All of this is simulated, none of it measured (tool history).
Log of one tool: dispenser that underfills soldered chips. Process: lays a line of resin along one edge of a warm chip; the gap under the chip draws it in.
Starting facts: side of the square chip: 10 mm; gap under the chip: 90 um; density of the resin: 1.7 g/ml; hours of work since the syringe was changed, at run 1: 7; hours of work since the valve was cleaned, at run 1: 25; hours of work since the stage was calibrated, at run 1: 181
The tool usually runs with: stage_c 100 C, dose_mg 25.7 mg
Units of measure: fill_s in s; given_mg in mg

run	hour	stage_c	dose_mg	hours of work since the syringe was changed	hours of work since the valve was cleaned	hours of work since the stage was calibrated	fill_s	given_mg
1	0.0	100	25.7	7	25	181	26.5	25.50
# hour 3.6: new syringe of resin
2	7.3	100	25.7	2	30	185	20.7	25.39
3	13.4	100	25.7	6	34	189	26.3	25.46
# hour 18.2: new syringe of resin
4	19.5	100	25.7	1	37	193	20.0	25.46
5	25.3	100	25.7	5	41	197	24.2	25.55
6	31.1	98	25.7	9	45	201	31.4	25.40
# hour 32.2: new syringe of resin
7	36.3	100	27.1	3	48	204	22.4	26.75
8	43.5	100	25.7	7	53	209	27.5	25.25
# hour 46.6: new syringe of resin
9	49.5	100	25.7	2	57	213	20.1	25.28
10	54.5	100	25.7	5	60	216	24.6	25.43
# hour 60.8: new syringe of resin
11	61.8	100	25.7	1	65	221	19.7	25.04
12	65.5	100	25.7	3	67	223	22.4	25.16
13	69.5	100	25.7	6	70	226	25.3	25.04
# hour 75.1: new syringe of resin
14	76.5	100	25.7	1	74	230	20.2	25.23
# hour 78.2: dispensing valve cleaned and set on the balance
15	81.5	100	25.7	4	2	233	22.6	25.63
16	86.2	108	26.4	7	5	236	19.0	26.38
17	89.8	101	33.1	9	8	238	28.0	32.84
# hour 90.6: new syringe of resin
18	95.7	92	23.5	3	11	242	31.8	23.54
19	101.5	98	29.7	7	15	246	29.5	29.52
# hour 105.1: new syringe of resin
20	108.3	110	26.1	2	20	250	14.1	25.90
21	111.5	104	25.7	4	22	252	20.1	25.53
22	117.8	100	31.1	8	26	257	28.3	31.04
# hour 119.7: new syringe of resin
23	124.0	86	31.1	3	30	261	39.8	30.82
24	128.8	101	24.7	6	33	264	24.9	24.56
# hour 133.7: new syringe of resin
25	136.2	101	24.7	2	38	268	19.5	24.50
26	142.4	103	27.6	6	42	273	21.8	27.18
# hour 148.2: new syringe of resin
27	148.5	88	26.6	0	46	276	30.3	26.12
28	153.4	101	30.2	3	49	280	20.6	29.56
29	160.8	100	25.8	8	54	285	28.2	25.48
# hour 162.5: new syringe of resin
30	164.2	92	27.3	1	56	287	27.4	26.75

What if the next run were any one of these 4? Each begins from the tool's condition after run 30:
A	168.5	97	25.4	4	59	289	?	?
B	168.5	91	27.4	4	59	289	?	?
C	168.5	92	25.7	4	59	289	?	?
D	168.5	110	22.8	4	59	289	?	?

run	fill_s	given_mg
A	26.1	24.94
B	33.7	27.08
C	32.0	25.18
D	16.5	22.27
Without the tool's unlogged condition, the same runs would have read:
run	fill_s	given_mg
A	22.0	25.46
B	28.4	27.64
C	26.9	25.70
D	14.0	22.73
